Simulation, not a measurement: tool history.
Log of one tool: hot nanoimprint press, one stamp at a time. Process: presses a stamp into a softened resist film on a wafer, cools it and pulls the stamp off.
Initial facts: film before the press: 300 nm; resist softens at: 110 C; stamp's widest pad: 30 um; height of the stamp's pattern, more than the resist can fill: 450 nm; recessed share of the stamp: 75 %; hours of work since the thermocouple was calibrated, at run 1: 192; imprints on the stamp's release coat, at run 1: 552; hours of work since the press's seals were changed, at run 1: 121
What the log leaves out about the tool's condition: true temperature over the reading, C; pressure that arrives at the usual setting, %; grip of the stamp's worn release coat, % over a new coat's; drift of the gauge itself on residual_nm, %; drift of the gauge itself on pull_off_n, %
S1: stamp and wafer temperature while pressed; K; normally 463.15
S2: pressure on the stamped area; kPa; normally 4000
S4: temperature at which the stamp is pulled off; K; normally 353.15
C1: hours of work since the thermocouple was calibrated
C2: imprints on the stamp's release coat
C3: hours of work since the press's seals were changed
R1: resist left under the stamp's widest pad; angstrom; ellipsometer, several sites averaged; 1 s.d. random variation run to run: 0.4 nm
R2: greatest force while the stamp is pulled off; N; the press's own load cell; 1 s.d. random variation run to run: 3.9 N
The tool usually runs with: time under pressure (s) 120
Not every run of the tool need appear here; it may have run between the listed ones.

run 1 day=0 | S1=463.15 S2=4000 time_under_pressure_(s)=120 S4=353.15 | C1=192 C2=552 C3=121 | R1=1632 R2=190
run 2 day=1.696 | S1=463.15 S2=4000 time_under_pressure_(s)=120 S4=353.15 | C1=215 C2=659 C3=144 | R1=1642 R2=187
run 3 day=5.225 | S1=463.15 S2=4000 time_under_pressure_(s)=120 S4=353.15 | C1=263 C2=881 C3=192 | R1=1634 R2=189
run 4 day=6.875 | S1=463.15 S2=4000 time_under_pressure_(s)=120 S4=353.15 | C1=286 C2=985 C3=215 | R1=1643 R2=187
run 5 day=9.958 | S1=463.15 S2=4000 time_under_pressure_(s)=85 S4=353.15 | C1=329 C2=1179 C3=257 | R1=1816 R2=191
run 6 day=12.95 | S1=463.15 S2=4000 time_under_pressure_(s)=120 S4=353.15 | C1=370 C2=1367 C3=299 | R1=1649 R2=193
run 7 day=15.192 | S1=468.15 S2=4000 time_under_pressure_(s)=120 S4=352.15 | C1=400 C2=1508 C3=329 | R1=1420 R2=188
run 8 day=17.429 | S1=452.15 S2=3940 time_under_pressure_(s)=120 S4=351.15 | C1=431 C2=1649 C3=360 | R1=2244 R2=195
-- day=18.492 plate thermocouple calibrated
run 9 day=19.033 | S1=473.15 S2=4000 time_under_pressure_(s)=120 S4=343.15 | C1=7 C2=1742 C3=380 | R1=1223 R2=212
run 10 day=21.758 | S1=463.15 S2=4000 time_under_pressure_(s)=120 S4=343.15 | C1=45 C2=1914 C3=418 | R1=1658 R2=208
run 11 day=25.046 | S1=473.15 S2=4000 time_under_pressure_(s)=120 S4=343.15 | C1=90 C2=2121 C3=463 | R1=1226 R2=213

Below, some changes in R1 between adjacent runs. For each, the amount present without the hidden state too (settings, incoming material, random variation) and the amount remaining for the hidden state with gauge scatter not shared by both compared results:
Run 7 -> 8: S1 468.15 -> 452.15, S2 4000 -> 3940, S4 352.15 -> 351.15. R1 +824 angstrom: hidden state +7, all else +817.
Run 8 -> 9: S1 452.15 -> 473.15, S2 3940 -> 4000, S4 351.15 -> 343.15, plate thermocouple calibrated. R1 -1021 angstrom: hidden state -6, all else -1015.
